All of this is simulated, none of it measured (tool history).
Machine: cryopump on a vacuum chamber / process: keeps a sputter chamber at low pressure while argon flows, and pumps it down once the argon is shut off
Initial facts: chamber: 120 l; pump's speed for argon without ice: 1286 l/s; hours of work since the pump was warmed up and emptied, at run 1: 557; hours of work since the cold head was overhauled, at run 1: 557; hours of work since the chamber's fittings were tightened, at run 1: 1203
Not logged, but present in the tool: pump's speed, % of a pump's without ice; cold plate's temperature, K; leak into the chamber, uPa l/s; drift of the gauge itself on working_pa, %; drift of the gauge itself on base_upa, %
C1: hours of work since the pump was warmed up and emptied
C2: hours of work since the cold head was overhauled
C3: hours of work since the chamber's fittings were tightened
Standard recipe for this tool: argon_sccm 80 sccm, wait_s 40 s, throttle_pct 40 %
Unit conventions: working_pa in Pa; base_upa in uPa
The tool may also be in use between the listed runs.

Run 1, hour 0.0: usual settings; C1 557; C2 557; C3 1203. Result: working_pa 0.2816 Pa, base_upa 5.14 uPa.
Run 2, hour 11.8: usual settings; C1 567; C2 567; C3 1213. Result: working_pa 0.2831 Pa, base_upa 5.22 uPa.
Run 3, hour 21.0: usual settings; C1 575; C2 575; C3 1221. Result: working_pa 0.2817 Pa, base_upa 5.32 uPa.
Run 4, hour 33.5: usual settings; C1 586; C2 586; C3 1232. Result: working_pa 0.2828 Pa, base_upa 5.19 uPa.
Run 5, hour 46.0: usual settings; C1 596; C2 596; C3 1242. Result: working_pa 0.2832 Pa, base_upa 5.28 uPa.
Run 6, hour 58.0: usual settings; C1 607; C2 607; C3 1253. Result: working_pa 0.2848 Pa, base_upa 5.30 uPa.
Run 7, hour 68.6: usual settings; C1 616; C2 616; C3 1262. Result: working_pa 0.2862 Pa, base_upa 5.41 uPa.
Run 8, hour 79.7: usual settings; C1 625; C2 625; C3 1271. Result: working_pa 0.2850 Pa, base_upa 5.47 uPa.
Run 9, hour 95.5: usual settings; C1 639; C2 639; C3 1285. Result: working_pa 0.2849 Pa, base_upa 5.28 uPa.
Run 10, hour 110.7: usual settings but argon_sccm 86 sccm, throttle_pct 32 %; C1 652; C2 652; C3 1298. Result: working_pa 0.3787 Pa, base_upa 5.50 uPa.
Run 11, hour 118.1: usual settings but argon_sccm 44 sccm, throttle_pct 22 %; C1 658; C2 658; C3 1304. Result: working_pa 0.2746 Pa, base_upa 5.53 uPa.
Run 12, hour 125.3: usual settings but argon_sccm 42 sccm, throttle_pct 22 %; C1 664; C2 664; C3 1311. Result: working_pa 0.2621 Pa, base_upa 5.50 uPa.
Run 13, hour 135.6: usual settings but argon_sccm 42 sccm, throttle_pct 22 %; C1 673; C2 673; C3 1319. Result: working_pa 0.2635 Pa, base_upa 5.47 uPa.
At hour 141.3: leaking fittings of the chamber tightened, without venting.
Run 14, hour 150.5: usual settings but argon_sccm 42 sccm, throttle_pct 29 %; C1 684; C2 684; C3 8. Result: working_pa 0.2038 Pa, base_upa 2.34 uPa.
Run 15, hour 159.9: usual settings but argon_sccm 140 sccm, wait_s 65 s, throttle_pct 39 %; C1 692; C2 692; C3 16. Result: working_pa 0.5195 Pa, base_upa 1.62 uPa.
Run 16, hour 173.2: usual settings but wait_s 42 s, throttle_pct 29 %; C1 704; C2 704; C3 27. Result: working_pa 0.3901 Pa, base_upa 2.31 uPa.
Run 17, hour 184.8: usual settings but wait_s 60 s, throttle_pct 54 %; C1 714; C2 714; C3 37. Result: working_pa 0.2199 Pa, base_upa 1.72 uPa.
Run 18, hour 192.3: usual settings but wait_s 60 s, throttle_pct 54 %; C1 720; C2 720; C3 44. Result: working_pa 0.2211 Pa, base_upa 1.76 uPa.

Hidden state or all else? Some run-to-run changes of working_pa, split into what the settings, what came in and random variation would give without the hidden state, and what is left for the hidden state (with any gauge scatter that isn't in both results):
Run 14 -> 15: argon_sccm 42 -> 140, wait_s 40 -> 65, throttle_pct 29 -> 39. working_pa +0.3157 Pa: hidden state +0.0314, all else +0.2843.
